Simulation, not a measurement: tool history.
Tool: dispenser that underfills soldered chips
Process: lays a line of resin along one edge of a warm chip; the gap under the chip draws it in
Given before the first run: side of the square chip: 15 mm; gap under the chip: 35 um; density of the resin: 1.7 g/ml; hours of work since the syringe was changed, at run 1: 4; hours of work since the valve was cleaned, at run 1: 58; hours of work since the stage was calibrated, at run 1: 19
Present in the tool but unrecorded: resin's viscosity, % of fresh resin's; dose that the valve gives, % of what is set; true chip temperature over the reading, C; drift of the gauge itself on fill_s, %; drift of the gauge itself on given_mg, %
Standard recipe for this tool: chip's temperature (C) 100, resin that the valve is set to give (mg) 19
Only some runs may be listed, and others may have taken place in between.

run    day  chip's temperature (C)  resin that the valve is set to give (mg)  hours of work since the syringe was changed  hours of work since the valve was cleaned  hours of work since the stage was calibrated  time until the resin shows at the far edge (s)  resin that the valve gave (mg)
  1      0                     100                                        19                                            4                                         58                                            19                                           621.1                           18.25
     0.138  -- dispensing valve cleaned and set on the balance
       0.2  -- new syringe of resin
  2  0.304                     100                                        23                                            2                                          3                                            23                                           512.7                           22.95
  3  0.533                     100                                        23                                            6                                          6                                            27                                           649.7                           22.75
     0.612  -- new syringe of resin
  4  0.658                     100                                        23                                            1                                          8                                            29                                           471.8                           22.78
  5  0.796                     100                                      22.9                                            3                                         11                                            31                                             547                           22.69
     1.033  -- new syringe of resin
  6  1.079                     100                                      22.9                                            1                                         15                                            36                                           466.7                           22.44
  7  1.325                     100                                      22.9                                            5                                         19                                            40                                           606.2                           22.56
     1.446  -- new syringe of resin
  8  1.458                     100                                        19                                            0                                         21                                            42                                           459.3                           18.66
  9  1.633                     101                                        19                                            3                                         24                                            45                                           534.5                           18.64
 10  1.796                     102                                        19                                            6                                         27                                            47                                           614.4                           18.53
     1.867  -- new syringe of resin
 11  2.017                     102                                        19                                            2                                         30                                            51                                           502.3                           18.69
 12  2.208                     110                                        19                                            6                                         34                                            54                                           434.8                           18.53
     2.279  -- new syringe of resin
 13  2.458                     110                                        19                                            3                                         38                                            58                                           369.8                           18.47
 14  2.633                     106                                        19                                            6                                         41                                            61                                           521.1                           18.39
     2.692  -- new syringe of resin
 15  2.833                      90                                      18.5                                            2                                         44                                            64                                           859.3                           17.94
 16  3.058                      90                                      18.5                                            6                                         48                                            68                                            1082                           17.83
     3.117  -- new syringe of resin
 17  3.292                      90                                      18.5                                            3                                         51                                            72                                             904                           17.75
 18  3.496                     111                                      22.5                                            6                                         55                                            75                                           417.4                           21.56
     3.533  -- new syringe of resin
 19  3.738                     105                                      22.5                                            3                                         58                                            79                                           464.6                           21.58
     3.883  -- dispensing valve cleaned and set on the balance
     3.996  -- new syringe of resin
 20  4.038                     105                                      22.5                                            1                                          2                                            83                                             384                           22.43
 21  4.258                     106                                      22.7                                            4                                          6                                            87                                           462.4                           22.53
     4.408  -- new syringe of resin
 22  4.425                     106                                      22.7                                            0                                          9                                            89                                           353.3                           22.44
 23  4.592                     106                                      22.7                                            3                                         11                                            92                                           422.1                           22.48
 24  4.767                      87                                        21                                            6                                         14                                            95                                          1204.1                           20.77
     4.842  -- new syringe of resin
 25  5.012                      87                                        21                                            3                                         18                                            99                                          1012.3                           20.58
 26    5.2                     111                                      18.6                                            6                                         21                                           102                                           429.3                           18.28
     5.258  -- new syringe of resin
 27  5.358                      96                                      16.7                                            2                                         24                                           105                                           638.6                           16.37
 28   5.55                     103                                      24.3                                            5                                         27                                           108                                           519.8                            23.7

Here are 4 independent what-if runs from the current tool condition. What would each one return?
     5.683  -- new syringe of resin
  A  5.779                     110                                      24.3                                            2                                         31                                           111                                               ?                               ?
     5.683  -- new syringe of resin
  B  5.779                      86                                      20.8                                            2                                         31                                           111                                               ?                               ?
     5.683  -- new syringe of resin
  C  5.779                      91                                      24.3                                            2                                         31                                           111                                               ?                               ?
     5.683  -- new syringe of resin
  D  5.779                     109                                        19                                            2                                         31                                           111                                               ?                               ?

run  time until the resin shows at the far edge (s)  resin that the valve gave (mg)
  A                                           322.1                           23.69
  B                                             979                            20.4
  C                                           747.4                           23.67
  D                                           348.6                           18.52
Had the tool no hidden state, the same runs would have come out as:
run  time until the resin shows at the far edge (s)  resin that the valve gave (mg)
  A                                           287.4                           24.28
  B                                           869.9                            20.9
  C                                           665.9                           24.25
  D                                           309.9                           18.98
